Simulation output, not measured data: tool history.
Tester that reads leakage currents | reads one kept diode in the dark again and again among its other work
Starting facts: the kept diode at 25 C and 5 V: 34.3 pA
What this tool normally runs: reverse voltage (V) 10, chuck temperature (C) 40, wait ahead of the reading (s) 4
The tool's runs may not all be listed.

run	day	reverse voltage (V)	chuck temperature (C)	wait ahead of the reading (s)	current that the tester gives (pA)
1	0	10	40	4	184.36
2	1.238	10	40	4	184.73
3	1.917	10	31	4	86.06
4	3.012	10	31	4	86.35
5	4.2	10	31	4	86.04
6	4.829	10	31	4	85.94
7	5.825	10	31	0.3	95.88
8	6.988	10	31	0.3	95.79
9	7.575	10	31	0.3	96.61
10	8.208	10	31	0.3	96.05
11	8.883	10	31	0.3	96.21
12	9.6	10	31	0.3	96.23
13	10.662	3	53	1.1	275.52
14	11.896	1.1	53	1.1	160.78
15	13.146	1.1	53	1.1	160.77
# day 13.296: tester calibrated
16	14.371	1.1	53	1.1	161.07
17	15.442	10	26	4	56.92
18	16.579	10	54	3.59	564.95
19	17.154	10	54	3.59	567.03
20	17.833	16.5	38	9.84	207.26
# day 18.988: tester calibrated, once more
21	19.142	1.5	40	6.93	65.98
22	20.167	3.5	23	0.66	25.53
23	21.046	7.8	58	0.53	673.07
24	22.271	10	22	4	40.3

What if the next run were any one of these 4? Each begins from the tool's condition after run 24:
A	23.317	10	22	0.41	?
B	23.317	2.5	37	4	?
C	23.317	10	23	4.81	?
D	23.317	10	32	2.78	?

run	current that the tester gives (pA)
A	47.13
B	67.87
C	43.99
D	94.55
With the hidden condition removed and each run's random variation left untouched, the same runs would have given:
run	current that the tester gives (pA)
A	45.25
B	69.23
C	42.21
D	94.39
